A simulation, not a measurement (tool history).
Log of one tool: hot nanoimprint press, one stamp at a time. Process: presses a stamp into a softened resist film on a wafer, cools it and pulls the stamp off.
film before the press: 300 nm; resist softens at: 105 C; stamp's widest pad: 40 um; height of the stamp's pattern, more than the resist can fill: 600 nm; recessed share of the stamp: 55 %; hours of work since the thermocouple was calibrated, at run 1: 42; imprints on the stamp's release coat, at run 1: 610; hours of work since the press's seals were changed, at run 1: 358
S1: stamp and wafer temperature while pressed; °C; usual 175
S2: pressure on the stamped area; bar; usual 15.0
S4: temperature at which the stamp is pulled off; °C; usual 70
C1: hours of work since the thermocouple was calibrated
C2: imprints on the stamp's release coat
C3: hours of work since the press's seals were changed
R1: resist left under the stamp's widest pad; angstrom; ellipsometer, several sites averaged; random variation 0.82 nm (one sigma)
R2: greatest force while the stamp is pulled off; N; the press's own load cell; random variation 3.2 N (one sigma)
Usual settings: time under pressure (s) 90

{"run": 1, "hour": 0.0, "S1": 175, "S2": 15.0, "time under pressure (s)": 90, "S4": 70, "C1": 42, "C2": 610, "C3": 358, "R1": 1672, "R2": 179}
{"run": 2, "hour": 9.8, "S1": 182, "S2": 15.0, "time under pressure (s)": 90, "S4": 70, "C1": 50, "C2": 636, "C3": 366, "R1": 1273, "R2": 177}
{"run": 3, "hour": 21.2, "S1": 175, "S2": 14.7, "time under pressure (s)": 90, "S4": 70, "C1": 58, "C2": 666, "C3": 374, "R1": 1702, "R2": 185}
{"run": 4, "hour": 32.3, "S1": 175, "S2": 14.7, "time under pressure (s)": 90, "S4": 70, "C1": 67, "C2": 696, "C3": 383, "R1": 1678, "R2": 184}
{"run": 5, "hour": 45.8, "S1": 175, "S2": 14.7, "time under pressure (s)": 90, "S4": 70, "C1": 77, "C2": 732, "C3": 393, "R1": 1683, "R2": 188}
{"run": 6, "hour": 53.4, "S1": 175, "S2": 14.7, "time under pressure (s)": 90, "S4": 70, "C1": 83, "C2": 752, "C3": 399, "R1": 1671, "R2": 187}
{"run": 7, "hour": 60.4, "S1": 175, "S2": 15.0, "time under pressure (s)": 90, "S4": 70, "C1": 88, "C2": 771, "C3": 404, "R1": 1662, "R2": 187}
{"run": 8, "hour": 69.0, "S1": 175, "S2": 15.0, "time under pressure (s)": 90, "S4": 70, "C1": 95, "C2": 794, "C3": 411, "R1": 1678, "R2": 196}
{"run": 9, "hour": 82.7, "S1": 175, "S2": 15.0, "time under pressure (s)": 90, "S4": 70, "C1": 105, "C2": 830, "C3": 421, "R1": 1680, "R2": 192}
{"run": 10, "hour": 89.7, "S1": 170, "S2": 15.0, "time under pressure (s)": 90, "S4": 70, "C1": 111, "C2": 849, "C3": 427, "R1": 1999, "R2": 197}
{"run": 11, "hour": 102.8, "S1": 176, "S2": 15.0, "time under pressure (s)": 90, "S4": 70, "C1": 121, "C2": 884, "C3": 437, "R1": 1611, "R2": 187}
{"run": 12, "hour": 113.6, "S1": 175, "S2": 15.0, "time under pressure (s)": 179, "S4": 70, "C1": 129, "C2": 913, "C3": 445, "R1": 1313, "R2": 192}
{"run": 13, "hour": 127.7, "S1": 175, "S2": 15.0, "time under pressure (s)": 90, "S4": 70, "C1": 140, "C2": 950, "C3": 456, "R1": 1672, "R2": 199}
{"run": 14, "hour": 139.9, "S1": 175, "S2": 15.0, "time under pressure (s)": 90, "S4": 65, "C1": 149, "C2": 983, "C3": 465, "R1": 1672, "R2": 215}
{"run": 15, "hour": 148.8, "S1": 175, "S2": 15.0, "time under pressure (s)": 90, "S4": 65, "C1": 156, "C2": 1007, "C3": 472, "R1": 1665, "R2": 216}
{"run": 16, "hour": 164.6, "S1": 176, "S2": 14.3, "time under pressure (s)": 97, "S4": 65, "C1": 168, "C2": 1049, "C3": 484, "R1": 1587, "R2": 216}
{"run": 17, "hour": 177.4, "S1": 176, "S2": 14.3, "time under pressure (s)": 114, "S4": 65, "C1": 178, "C2": 1083, "C3": 494, "R1": 1503, "R2": 221}
{"run": 18, "hour": 187.6, "S1": 176, "S2": 14.3, "time under pressure (s)": 114, "S4": 65, "C1": 186, "C2": 1110, "C3": 501, "R1": 1509, "R2": 217}
{"run": 19, "hour": 199.6, "S1": 175, "S2": 15.0, "time under pressure (s)": 49, "S4": 56, "C1": 195, "C2": 1142, "C3": 511, "R1": 1997, "R2": 255}
{"hour": 216.1, "done": "press's hydraulic seals changed and the load cell set to zero"}
{"run": 20, "hour": 224.0, "S1": 184, "S2": 11.0, "time under pressure (s)": 90, "S4": 61, "C1": 207, "C2": 1186, "C3": 6, "R1": 1333, "R2": 245}
{"run": 21, "hour": 234.3, "S1": 175, "S2": 15.0, "time under pressure (s)": 116, "S4": 73, "C1": 215, "C2": 1214, "C3": 14, "R1": 1514, "R2": 197}
{"run": 22, "hour": 243.4, "S1": 184, "S2": 13.1, "time under pressure (s)": 74, "S4": 77, "C1": 222, "C2": 1238, "C3": 21, "R1": 1318, "R2": 187}
{"run": 23, "hour": 254.3, "S1": 175, "S2": 11.1, "time under pressure (s)": 126, "S4": 78, "C1": 230, "C2": 1267, "C3": 29, "R1": 1663, "R2": 186}
{"run": 24, "hour": 266.8, "S1": 175, "S2": 11.1, "time under pressure (s)": 126, "S4": 78, "C1": 240, "C2": 1300, "C3": 39, "R1": 1679, "R2": 181}
{"run": 25, "hour": 273.7, "S1": 175, "S2": 11.1, "time under pressure (s)": 126, "S4": 78, "C1": 245, "C2": 1319, "C3": 44, "R1": 1654, "R2": 180}
{"run": 26, "hour": 283.0, "S1": 175, "S2": 11.1, "time under pressure (s)": 126, "S4": 78, "C1": 252, "C2": 1343, "C3": 51, "R1": 1661, "R2": 185}
{"run": 27, "hour": 294.7, "S1": 186, "S2": 11.8, "time under pressure (s)": 94, "S4": 76, "C1": 261, "C2": 1375, "C3": 60, "R1": 1170, "R2": 189}
{"run": 28, "hour": 308.5, "S1": 175, "S2": 10.1, "time under pressure (s)": 144, "S4": 70, "C1": 272, "C2": 1411, "C3": 71, "R1": 1649, "R2": 213}
{"run": 29, "hour": 324.9, "S1": 175, "S2": 10.1, "time under pressure (s)": 90, "S4": 70, "C1": 284, "C2": 1455, "C3": 83, "R1": 1888, "R2": 210}

5 ways to go on from here, each from the tool as it stands after run 29. What would each give?
{"run": "A", "hour": 340.3, "S1": 177, "S2": 21.5, "time under pressure (s)": 90, "S4": 58, "C1": 296, "C2": 1496, "C3": 95, "R1": "?", "R2": "?"}
{"run": "B", "hour": 340.3, "S1": 178, "S2": 10.1, "time under pressure (s)": 116, "S4": 65, "C1": 296, "C2": 1496, "C3": 95, "R1": "?", "R2": "?"}
{"run": "C", "hour": 340.3, "S1": 175, "S2": 17.3, "time under pressure (s)": 90, "S4": 70, "C1": 296, "C2": 1496, "C3": 95, "R1": "?", "R2": "?"}
{"run": "D", "hour": 340.3, "S1": 175, "S2": 21.1, "time under pressure (s)": 146, "S4": 73, "C1": 296, "C2": 1496, "C3": 95, "R1": "?", "R2": "?"}
{"run": "E", "hour": 340.3, "S1": 175, "S2": 13.9, "time under pressure (s)": 173, "S4": 62, "C1": 296, "C2": 1496, "C3": 95, "R1": "?", "R2": "?"}

run=A R1=1288 R2=261
run=B R1=1584 R2=241
run=C R1=1524 R2=217
run=D R1=1173 R2=202
run=E R1=1348 R2=240
Without the tool's hidden state the same runs would have given:
run=A R1=1327 R2=182
run=B R1=1628 R2=167
run=C R1=1567 R2=151
run=D R1=1210 R2=142
run=E R1=1390 R2=167
